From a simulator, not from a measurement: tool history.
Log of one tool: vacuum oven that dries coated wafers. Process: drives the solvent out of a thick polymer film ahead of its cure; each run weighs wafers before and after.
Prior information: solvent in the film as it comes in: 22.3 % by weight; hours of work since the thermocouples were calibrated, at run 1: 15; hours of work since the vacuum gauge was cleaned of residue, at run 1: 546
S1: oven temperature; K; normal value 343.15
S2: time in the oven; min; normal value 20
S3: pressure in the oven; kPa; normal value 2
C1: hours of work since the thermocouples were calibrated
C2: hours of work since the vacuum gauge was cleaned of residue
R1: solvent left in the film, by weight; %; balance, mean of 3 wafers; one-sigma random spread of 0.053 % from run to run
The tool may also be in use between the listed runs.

run 1 hour=0 | S1=343.15 S2=20 S3=2 | C1=15 C2=546 | R1=1.79
run 2 hour=26.9 | S1=343.15 S2=20 S3=2 | C1=35 C2=566 | R1=1.71
run 3 hour=58.2 | S1=343.15 S2=20 S3=1.14 | C1=57 C2=588 | R1=1.45
run 4 hour=82.4 | S1=343.15 S2=14 S3=2 | C1=75 C2=606 | R1=2.98
run 5 hour=116.9 | S1=343.15 S2=14 S3=2 | C1=100 C2=631 | R1=3.02
run 6 hour=139.4 | S1=343.15 S2=14 S3=2 | C1=116 C2=647 | R1=3.07
run 7 hour=185 | S1=343.15 S2=14 S3=2 | C1=149 C2=680 | R1=3
run 8 hour=226.5 | S1=343.15 S2=14 S3=2 | C1=179 C2=710 | R1=2.96
run 9 hour=261.3 | S1=343.15 S2=20 S3=1.38 | C1=204 C2=735 | R1=1.36
run 10 hour=299.8 | S1=343.15 S2=20 S3=3.03 | C1=232 C2=762 | R1=2.19
run 11 hour=348.7 | S1=343.15 S2=19 S3=2 | C1=267 C2=798 | R1=1.78
run 12 hour=400.7 | S1=343.15 S2=20 S3=1.01 | C1=304 C2=835 | R1=1.26
run 13 hour=438.9 | S1=343.15 S2=20 S3=1.01 | C1=332 C2=863 | R1=1.4
run 14 hour=478.4 | S1=343.15 S2=35 S3=1.01 | C1=360 C2=891 | R1=0.67
-- hour=482.8 oven's thermocouples calibrated
run 15 hour=530.8 | S1=343.15 S2=35 S3=1.01 | C1=35 C2=928 | R1=0.58
run 16 hour=568.7 | S1=343.15 S2=11 S3=1.01 | C1=62 C2=955 | R1=3.38
run 17 hour=615.7 | S1=343.15 S2=11 S3=1.01 | C1=96 C2=989 | R1=3.35
-- hour=640.9 oven's thermocouples calibrated, once more
run 18 hour=647.2 | S1=343.15 S2=12 S3=1.01 | C1=5 C2=1010 | R1=3.82
run 19 hour=683.8 | S1=343.15 S2=12 S3=1.01 | C1=31 C2=1037 | R1=3.81
run 20 hour=725.3 | S1=343.15 S2=20 S3=6.48 | C1=61 C2=1066 | R1=3.86
run 21 hour=770.9 | S1=343.15 S2=20 S3=6.48 | C1=94 C2=1099 | R1=3.81
run 22 hour=811.6 | S1=341.15 S2=15 S3=6.09 | C1=123 C2=1129 | R1=5.21
-- hour=840.5 vacuum gauge cleaned of residue and calibrated
run 23 hour=848.5 | S1=341.15 S2=15 S3=6.09 | C1=149 C2=6 | R1=5.09
run 24 hour=869.8 | S1=328.15 S2=15 S3=2.79 | C1=164 C2=21 | R1=9.29
run 25 hour=907.6 | S1=356.15 S2=11 S3=3.18 | C1=191 C2=48 | R1=1.36
run 26 hour=930.2 | S1=356.15 S2=11 S3=3.18 | C1=208 C2=65 | R1=1.38
run 27 hour=957.5 | S1=343.15 S2=20 S3=2.35 | C1=227 C2=84 | R1=1.86
run 28 hour=980.8 | S1=340.15 S2=19 S3=2.35 | C1=244 C2=101 | R1=2.87
run 29 hour=1025.8 | S1=340.15 S2=19 S3=2.35 | C1=277 C2=134 | R1=2.77
run 30 hour=1077.5 | S1=331.15 S2=19 S3=2.98 | C1=314 C2=171 | R1=6.33
run 31 hour=1122.1 | S1=343.15 S2=20 S3=1.17 | C1=346 C2=203 | R1=1.45
run 32 hour=1149.3 | S1=343.15 S2=20 S3=1.17 | C1=366 C2=223 | R1=1.44
run 33 hour=1180.4 | S1=343.15 S2=20 S3=1.17 | C1=388 C2=245 | R1=1.46
run 34 hour=1211.3 | S1=333.15 S2=17 S3=1.97 | C1=410 C2=267 | R1=5.72
run 35 hour=1257 | S1=331.15 S2=20 S3=1.58 | C1=443 C2=300 | R1=5.14
run 36 hour=1304.7 | S1=340.15 S2=31 S3=1.81 | C1=478 C2=335 | R1=1.25
run 37 hour=1326 | S1=340.15 S2=31 S3=1.81 | C1=493 C2=350 | R1=1.29
run 38 hour=1363.6 | S1=351.15 S2=26 S3=6.82 | C1=520 C2=377 | R1=2.11
run 39 hour=1394.8 | S1=346.15 S2=11 S3=3.81 | C1=543 C2=400 | R1=3.69

How would selected steps in R1 from run to run divide? Give the signed amount a tool lacking its hidden state would still show from settings, what came in and random variation, and the signed amount left for the hidden state, including any gauge scatter that is not in both of the compared results.
Hidden state present: true wafer temperature over the reading, C; true pressure over the reading, kPa; drift of the gauge itself on solvent_pct, %.
Run 15 -> 16: S2 35 -> 11. R1 +2.8 %: hidden state -0.64, all else +3.44.
Run 17 -> 18: S2 11 -> 12, oven's thermocouples calibrated, once more. R1 +0.47 %: hidden state +0.8, all else -0.33.
Run 24 -> 25: S1 328.15 -> 356.15, S2 15 -> 11, S3 2.79 -> 3.18. R1 -7.93 %: hidden state +0.04, all else -7.97.
Run 30 -> 31: S1 331.15 -> 343.15, S2 19 -> 20, S3 2.98 -> 1.17. R1 -4.88 %: hidden state +0.11, all else -4.99.
Run 33 -> 34: S1 343.15 -> 333.15, S2 20 -> 17, S3 1.17 -> 1.97. R1 +4.26 %: hidden state -0.14, all else +4.4.
Run 35 -> 36: S1 331.15 -> 340.15, S2 20 -> 31, S3 1.58 -> 1.81. R1 -3.89 %: hidden state +0.2, all else -4.09.
